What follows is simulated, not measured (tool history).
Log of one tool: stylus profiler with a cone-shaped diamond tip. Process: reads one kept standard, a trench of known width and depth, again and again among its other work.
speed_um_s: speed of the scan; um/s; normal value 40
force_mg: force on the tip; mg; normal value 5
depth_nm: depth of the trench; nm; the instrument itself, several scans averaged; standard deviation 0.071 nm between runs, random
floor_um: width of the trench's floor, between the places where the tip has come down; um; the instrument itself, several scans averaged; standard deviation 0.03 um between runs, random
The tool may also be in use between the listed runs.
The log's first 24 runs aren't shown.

run    hour  speed_um_s  force_mg  scans with this tip  hours of work since the height scale was calibrated  depth_nm  floor_um
 25   652.2          32      2.05                  912                                                   52    201.01     96.88
 26   671.4          32      2.05                 1014                                                   61    201.06     96.89
 27   695.1         108      2.16                 1139                                                   73    201.11     96.51
      719.5  -- height scale calibrated on a step standard, once more
 28   732.9         108      2.16                 1337                                                    7    201.28     96.41
 29   761.5         151      6.04                 1490                                                   21    202.56     96.57
 30   791.1          40      8.08                 1647                                                   36    203.09     96.95
 31     812          40      8.08                 1758                                                   46    203.15      96.9
 32   851.8          31       5.1                 1969                                                   66    202.42     96.83
 33   884.4          46         5                 2142                                                   82    202.33     96.84
 34   915.7          29      3.24                 2308                                                   97     201.7     96.81
 35   941.1         139     13.32                 2443                                                  110    204.44     96.62
 36     971         139     13.32                 2603                                                  125    204.36     96.59
 37  1001.6          45      3.33                 2765                                                  140    201.62     96.65
 38  1027.7         124      8.53                 2903                                                  153    203.25     96.51
 39  1047.7          26         5                 3010                                                  163    202.33     96.73
 40  1063.9          20      8.21                 3096                                                  171    203.02      96.7
 41  1096.3          16      4.65                 3268                                                  187    202.06      96.7
 42  1115.8          16      4.65                 3371                                                  196    202.01     96.72
 43  1135.1          61     11.37                 3474                                                  206    203.72     96.68
 44  1163.8          57      3.49                 3626                                                  220    201.64     96.54
 45  1189.2         111      7.25                 3761                                                  233    202.78     96.41

Each row is a separate what-if for the run after 45, all from the same tool condition, not one after another. Results?
  A  1212.3          40      7.18                 3884                                                  244         ?         ?
  B  1212.3          86      2.56                 3884                                                  244         ?         ?
  C  1212.3         111      6.54                 3884                                                  244         ?         ?

run  depth_nm  floor_um
  A    202.82     96.59
  B    201.43     96.34
  C    202.67     96.46
What these runs would have given with no unlogged condition in the tool:
run  depth_nm  floor_um
  A    202.88     97.06
  B    201.49     96.81
  C    202.73     96.93
